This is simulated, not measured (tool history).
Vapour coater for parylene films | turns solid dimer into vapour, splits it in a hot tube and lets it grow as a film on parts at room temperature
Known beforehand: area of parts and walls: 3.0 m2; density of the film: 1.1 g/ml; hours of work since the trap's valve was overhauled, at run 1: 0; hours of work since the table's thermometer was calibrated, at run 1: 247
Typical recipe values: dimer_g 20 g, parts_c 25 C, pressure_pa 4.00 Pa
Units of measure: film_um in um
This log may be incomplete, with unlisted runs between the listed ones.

run     day  dimer_g  parts_c  pressure_pa  hours of work since the trap's valve was overhauled  hours of work since the table's thermometer was calibrated  film_um
  1   0.000       20       25         4.00                                                    0                                                         247     4.48
  2   3.500       20       25         2.02                                                   50                                                         297     4.84
  3   5.800       20       25         2.02                                                   82                                                         329     4.83
  4   8.450       20       25         2.02                                                  120                                                         367     4.77
  5  11.162       17       25         2.02                                                  158                                                         405     4.03
  6  14.200       17       25         2.02                                                  201                                                         448     4.01
     17.050  -- trap's valve overhauled
  7  17.838       17       25         3.11                                                   11                                                         497     3.93
  8  20.225       17       25         3.11                                                   45                                                         531     3.91
  9  22.904       18       19         5.73                                                   83                                                         569     4.43
 10  25.067       18       19         5.73                                                  113                                                         600     4.41
 11  27.779       18       19         5.73                                                  152                                                         638     4.33
 12  31.062       16       20         4.00                                                  198                                                         685     3.95

For run 13, what comes out?
     34.100  -- trap's valve overhauled
 13  34.700       19       36         3.27                                                    8                                                         734        ?

film_um: 3.29 um
Had the tool carried no hidden state, the very same run would have given film_um 3.26 um.
